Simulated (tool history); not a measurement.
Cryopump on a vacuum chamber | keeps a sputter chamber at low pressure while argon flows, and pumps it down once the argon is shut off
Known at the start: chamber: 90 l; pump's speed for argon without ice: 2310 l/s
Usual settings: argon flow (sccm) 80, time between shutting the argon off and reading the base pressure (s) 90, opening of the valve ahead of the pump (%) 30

run   hour  argon flow (sccm)  time between shutting the argon off and reading the base pressure (s)  opening of the valve ahead of the pump (%)  pressure while argon flows (Pa)  pressure after the wait (uPa)
  1      0                 80                                                                     90                                          30                           0.2019                           1.38
  2   17.1                 80                                                                     90                                          30                           0.2014                           1.41
  3   35.3                 80                                                                     90                                          30                           0.2009                           1.41
  4   48.2                 80                                                                     90                                          30                           0.2016                           1.41
  5   72.8                 80                                                                     90                                          30                           0.2028                           1.44
  6     87                 80                                                                     90                                          30                           0.2029                           1.43
  7  108.9                 80                                                                     90                                          30                           0.2034                           1.46
  8  131.3                 80                                                                     90                                          18                           0.3339                           1.51
  9  155.5                 80                                                                     90                                          18                           0.3334                           1.43
 10  168.9                 80                                                                     90                                          18                           0.3356                            1.5
 11  191.2                 80                                                                    134                                          30                           0.2045                            1.5
 12  212.5                 80                                                                     90                                          30                            0.205                           1.53
 13  228.8                 80                                                                     71                                          30                           0.2046                           1.57
 14  247.2                 80                                                                     71                                          30                           0.2047                           1.59
 15  266.8                 80                                                                     90                                          48                           0.1315                           1.59
 16    279                 80                                                                     90                                          48                           0.1329                           1.56
 17  294.4                 80                                                                     90                                          30                           0.2052                           1.62
 18  307.8                 80                                                                     90                                          30                            0.206                           1.57
 19  325.1                 83                                                                    104                                          16                           0.3907                           1.58
 20  340.2                 80                                                                     90                                          32                           0.1945                           1.62
 21  358.9                 80                                                                     90                                          32                           0.1959                           1.62
 22  378.2                 57                                                                    184                                          32                           0.1391                           1.57
 23  402.6                152                                                                    232                                          31                           0.3811                           1.57
 24  418.4                152                                                                    232                                          31                           0.3826                            1.6
 25  437.8                152                                                                    232                                          31                           0.3819                           1.62
 26  452.1                152                                                                    232                                          31                           0.3853                           1.63
 27  469.2                 45                                                                     34                                          17                           0.2025                           2.02
 28  483.2                 45                                                                     34                                          17                           0.2023                           2.07
 29  496.8                 67                                                                     55                                          47                           0.1169                           1.87
 30  510.3                 80                                                                    188                                          30                           0.2109                           1.66
 31  525.6                 80                                                                     25                                          30                           0.2106                           2.19
 32  536.7                 80                                                                     25                                          30                           0.2104                           2.31
 33  549.5                 47                                                                     90                                          30                           0.1239                           1.87
 34  571.6                 47                                                                     63                                          30                            0.124                           1.91
     594.5  -- leaking fittings of the chamber tightened, without venting
 35  594.6                 87                                                                     63                                          16                            0.413                           0.44

Measured less the same run without the tool's hidden state. The same run-to-run variation is in both; the gauge's scatter may not be:
The hidden state here: pump's speed, % of a pump's without ice; cold plate's temperature, K; leak into the chamber, uPa l/s; drift of the gauge itself on working_pa, %; drift of the gauge itself on base_upa, %.
run  pressure while argon flows (Pa)  pressure after the wait (uPa)
  1                          +0.0055                          +1.07
  2                          +0.0057                          +1.09
  3                           +0.006                           +1.1
  4                          +0.0062                          +1.12
  5                          +0.0067                          +1.13
  6                          +0.0069                          +1.14
  7                          +0.0072                          +1.17
  8                          +0.0076                           +1.2
  9                          +0.0081                          +1.16
 10                          +0.0084                          +1.18
 11                          +0.0087                          +1.23
 12                          +0.0091                          +1.23
 13                          +0.0094                          +1.24
 14                          +0.0098                          +1.24
 15                          +0.0101                          +1.28
 16                          +0.0103                          +1.26
 17                          +0.0106                          +1.31
 18                          +0.0109                          +1.29
 19                          +0.0116                          +1.31
 20                          +0.0115                          +1.32
 21                           +0.012                          +1.33
 22                          +0.0088                          +1.34
 23                          +0.0242                          +1.36
 24                          +0.0248                          +1.39
 25                          +0.0256                          +1.42
 26                          +0.0263                          +1.42
 27                           +0.008                          +1.41
 28                          +0.0082                          +1.47
 29                          +0.0124                          +1.46
 30                          +0.0152                          +1.51
 31                          +0.0156                          +1.47
 32                          +0.0157                          +1.53
 33                          +0.0094                          +1.52
 34                          +0.0096                          +1.51
 35                          +0.0183                          +0.06
